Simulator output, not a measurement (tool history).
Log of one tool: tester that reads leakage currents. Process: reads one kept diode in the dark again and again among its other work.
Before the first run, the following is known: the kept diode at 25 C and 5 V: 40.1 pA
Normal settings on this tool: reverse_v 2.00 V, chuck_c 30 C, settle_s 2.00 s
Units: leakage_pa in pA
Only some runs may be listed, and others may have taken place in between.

run,hour,reverse_v,chuck_c,settle_s,leakage_pa
1,0.0,2.00,30,2.00,37.80
2,112.8,2.00,30,2.00,37.81
3,210.2,2.00,30,2.00,37.99
4,263.9,2.00,30,2.00,38.14
5,327.8,1.07,30,2.00,26.53
6,452.2,1.07,30,2.00,26.58
7,547.1,1.07,30,2.00,26.67
# hour 636.2: chuck's temperature calibrated
8,669.7,1.07,30,2.00,27.66
9,747.7,1.18,30,2.00,29.50
10,807.5,2.00,30,2.00,40.15
# hour 818.1: probe card cleaned and baked
11,921.0,2.00,30,2.00,41.60
12,979.1,2.00,30,2.00,41.72
13,1045.1,2.00,30,2.00,41.87
14,1111.1,2.00,30,2.00,41.81
15,1175.5,2.00,30,2.00,41.81
16,1228.8,2.00,45,2.00,127.87
17,1355.2,2.00,45,2.00,127.48
# hour 1370.1: probe card cleaned and baked, once more
18,1457.1,8.04,24,4.72,49.23
19,1544.7,10.02,26,1.01,67.76
20,1601.0,4.73,25,0.59,41.13
21,1716.6,16.72,34,3.96,173.40
22,1768.7,5.49,34,1.28,92.93
23,1870.8,5.49,34,1.28,92.93
24,1994.9,3.67,34,1.28,74.33
# hour 2085.4: tester calibrated
25,2110.4,2.18,34,1.23,54.25
26,2179.3,2.37,38,6.67,77.84
27,2265.4,2.37,38,6.67,78.25

5 options for the next run, each taken on its own from the tool as it stands now. Forecast them:
A,2389.5,1.58,36,5.43,?
B,2389.5,7.55,49,6.67,?
C,2389.5,2.00,30,2.00,?
D,2389.5,3.08,30,3.90,?
E,2389.5,14.14,30,1.57,?

run,leakage_pa
A,53.52
B,347.01
C,37.91
D,48.41
E,120.46
Stripped of hidden state, with their random variation kept, the same runs would have yielded:
run,leakage_pa
A,53.31
B,347.40
C,37.04
D,46.87
E,111.13
